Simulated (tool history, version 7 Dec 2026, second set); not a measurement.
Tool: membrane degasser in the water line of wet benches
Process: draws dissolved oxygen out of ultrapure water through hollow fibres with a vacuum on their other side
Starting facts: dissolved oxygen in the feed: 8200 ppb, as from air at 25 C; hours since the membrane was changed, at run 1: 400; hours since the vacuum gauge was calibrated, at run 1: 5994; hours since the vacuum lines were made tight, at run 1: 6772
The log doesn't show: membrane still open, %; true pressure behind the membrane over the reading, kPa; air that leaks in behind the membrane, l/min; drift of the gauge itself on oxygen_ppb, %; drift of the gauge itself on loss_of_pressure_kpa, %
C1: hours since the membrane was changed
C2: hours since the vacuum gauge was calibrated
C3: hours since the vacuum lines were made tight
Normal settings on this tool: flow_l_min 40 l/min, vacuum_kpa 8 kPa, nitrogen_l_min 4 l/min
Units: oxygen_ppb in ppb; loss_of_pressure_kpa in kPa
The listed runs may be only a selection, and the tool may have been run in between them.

Run 1, day 0: usual settings; C1 400; C2 5994; C3 6772. Result: oxygen_ppb 412.2 ppb, loss_of_pressure_kpa 49.22 kPa.
Run 2, day 2.475: usual settings; C1 460; C2 6054; C3 6832. Result: oxygen_ppb 418.5 ppb, loss_of_pressure_kpa 49.1 kPa.
Run 3, day 5.612: usual settings; C1 535; C2 6129; C3 6907. Result: oxygen_ppb 418.1 ppb, loss_of_pressure_kpa 48.97 kPa.
Run 4, day 9.308: usual settings; C1 624; C2 6218; C3 6996. Result: oxygen_ppb 414.7 ppb, loss_of_pressure_kpa 49.25 kPa.
Run 5, day 11.842: usual settings but flow_l_min 33 l/min; C1 685; C2 6278; C3 7057. Result: oxygen_ppb 274.9 ppb, loss_of_pressure_kpa 40.69 kPa.
Run 6, day 15.496: usual settings but flow_l_min 33 l/min; C1 772; C2 6366; C3 7144. Result: oxygen_ppb 281.5 ppb, loss_of_pressure_kpa 40.43 kPa.
Run 7, day 18.008: usual settings but flow_l_min 33 l/min; C1 833; C2 6426; C3 7205. Result: oxygen_ppb 279.6 ppb, loss_of_pressure_kpa 40.42 kPa.
Run 8, day 22.542: usual settings but flow_l_min 33 l/min; C1 941; C2 6535; C3 7313. Result: oxygen_ppb 276.5 ppb, loss_of_pressure_kpa 40.52 kPa.
Run 9, day 25.279: usual settings but flow_l_min 33 l/min; C1 1007; C2 6601; C3 7379. Result: oxygen_ppb 279 ppb, loss_of_pressure_kpa 40.63 kPa.
At day 26.254: vacuum gauge calibrated.
Run 10, day 30.358: usual settings but flow_l_min 33 l/min; C1 1129; C2 98; C3 7501. Result: oxygen_ppb 271.3 ppb, loss_of_pressure_kpa 40.69 kPa.
Run 11, day 36.104: usual settings; C1 1266; C2 236; C3 7638. Result: oxygen_ppb 419.3 ppb, loss_of_pressure_kpa 49.51 kPa.
Run 12, day 41.575: usual settings but flow_l_min 28 l/min; C1 1398; C2 368; C3 7770. Result: oxygen_ppb 185.4 ppb, loss_of_pressure_kpa 34.69 kPa.
Run 13, day 45.008: usual settings but flow_l_min 28 l/min; C1 1480; C2 450; C3 7852. Result: oxygen_ppb 186 ppb, loss_of_pressure_kpa 34.38 kPa.
Run 14, day 47.925: usual settings but nitrogen_l_min 9.16 l/min; C1 1550; C2 520; C3 7922. Result: oxygen_ppb 352.4 ppb, loss_of_pressure_kpa 49.38 kPa.
Run 15, day 50.983: usual settings but vacuum_kpa 13.07 kPa, nitrogen_l_min 5.05 l/min; C1 1623; C2 593; C3 7995. Result: oxygen_ppb 473.6 ppb, loss_of_pressure_kpa 49.61 kPa.
Run 16, day 54.429: usual settings but flow_l_min 27 l/min, vacuum_kpa 9.11 kPa, nitrogen_l_min 5.05 l/min; C1 1706; C2 676; C3 8078. Result: oxygen_ppb 169.9 ppb, loss_of_pressure_kpa 33.59 kPa.
Run 17, day 60.183: usual settings but flow_l_min 35 l/min, vacuum_kpa 9.11 kPa, nitrogen_l_min 5.05 l/min; C1 1844; C2 814; C3 8216. Result: oxygen_ppb 312.5 ppb, loss_of_pressure_kpa 43.06 kPa.
Run 18, day 64.888: usual settings but flow_l_min 35 l/min, vacuum_kpa 7.04 kPa, nitrogen_l_min 2.07 l/min; C1 1957; C2 927; C3 8329. Result: oxygen_ppb 364.7 ppb, loss_of_pressure_kpa 43.36 kPa.
Run 19, day 67.746: usual settings but flow_l_min 48 l/min, vacuum_kpa 10.25 kPa; C1 2026; C2 996; C3 8398. Result: oxygen_ppb 663.5 ppb, loss_of_pressure_kpa 59.58 kPa.
Run 20, day 73: usual settings but flow_l_min 33 l/min, vacuum_kpa 12.51 kPa; C1 2152; C2 1122; C3 8524. Result: oxygen_ppb 360.6 ppb, loss_of_pressure_kpa 40.92 kPa.
Run 21, day 75.979: usual settings but flow_l_min 33 l/min, vacuum_kpa 12.51 kPa; C1 2223; C2 1193; C3 8595. Result: oxygen_ppb 360 ppb, loss_of_pressure_kpa 41.15 kPa.
Run 22, day 79.354: usual settings but flow_l_min 33 l/min, vacuum_kpa 12.51 kPa; C1 2304; C2 1274; C3 8676. Result: oxygen_ppb 360.5 ppb, loss_of_pressure_kpa 40.9 kPa.
Run 23, day 82.917: usual settings but flow_l_min 33 l/min, vacuum_kpa 12.51 kPa; C1 2390; C2 1360; C3 8762. Result: oxygen_ppb 358.7 ppb, loss_of_pressure_kpa 41.21 kPa.
Run 24, day 87.696: usual settings but flow_l_min 53 l/min, vacuum_kpa 11.43 kPa, nitrogen_l_min 3.26 l/min; C1 2505; C2 1475; C3 8877. Result: oxygen_ppb 862 ppb, loss_of_pressure_kpa 65.62 kPa.
Run 25, day 91.162: usual settings but flow_l_min 53 l/min, vacuum_kpa 11.43 kPa, nitrogen_l_min 3.26 l/min; C1 2588; C2 1558; C3 8960. Result: oxygen_ppb 873.6 ppb, loss_of_pressure_kpa 65.86 kPa.
Run 26, day 96.392: usual settings but vacuum_kpa 14.17 kPa, nitrogen_l_min 3.23 l/min; C1 2713; C2 1683; C3 9085. Result: oxygen_ppb 595.1 ppb, loss_of_pressure_kpa 49.56 kPa.
Run 27, day 102.204: usual settings but vacuum_kpa 14.17 kPa, nitrogen_l_min 3.23 l/min; C1 2853; C2 1823; C3 9225. Result: oxygen_ppb 608 ppb, loss_of_pressure_kpa 49.61 kPa.

Predict each of these 5 candidate next runs independently; none follows another, all start after run 27:
Run A, day 106.375: usual settings but vacuum_kpa 17.1 kPa; C1 2953; C2 1923; C3 9325. Result: oxygen_ppb ?, loss_of_pressure_kpa ?.
Run B, day 106.375: usual settings but flow_l_min 47 l/min, vacuum_kpa 11.19 kPa, nitrogen_l_min 2.67 l/min; C1 2953; C2 1923; C3 9325. Result: oxygen_ppb ?, loss_of_pressure_kpa ?.
Run C, day 106.375: usual settings but vacuum_kpa 14.77 kPa, nitrogen_l_min 11.8 l/min; C1 2953; C2 1923; C3 9325. Result: oxygen_ppb ?, loss_of_pressure_kpa ?.
Run D, day 106.375: usual settings but flow_l_min 34 l/min, vacuum_kpa 14.14 kPa, nitrogen_l_min 3.48 l/min; C1 2953; C2 1923; C3 9325. Result: oxygen_ppb ?, loss_of_pressure_kpa ?.
Run E, day 106.375: usual settings but flow_l_min 44 l/min, vacuum_kpa 6.25 kPa, nitrogen_l_min 2.79 l/min; C1 2953; C2 1923; C3 9325. Result: oxygen_ppb ?, loss_of_pressure_kpa ?.

run  oxygen_ppb  loss_of_pressure_kpa
  A       618.4                 49.61
  B       746.2                 58.74
  C       411.9                 50.02
  D       443.1                 42.16
  E       500.6                 55.05
What these runs would have given with no unlogged condition in the tool:
run  oxygen_ppb  loss_of_pressure_kpa
  A       598.1                  48.8
  B       721.3                 57.79
  C       393.8                 49.21
  D       427.2                 41.47
  E       478.2                 54.16
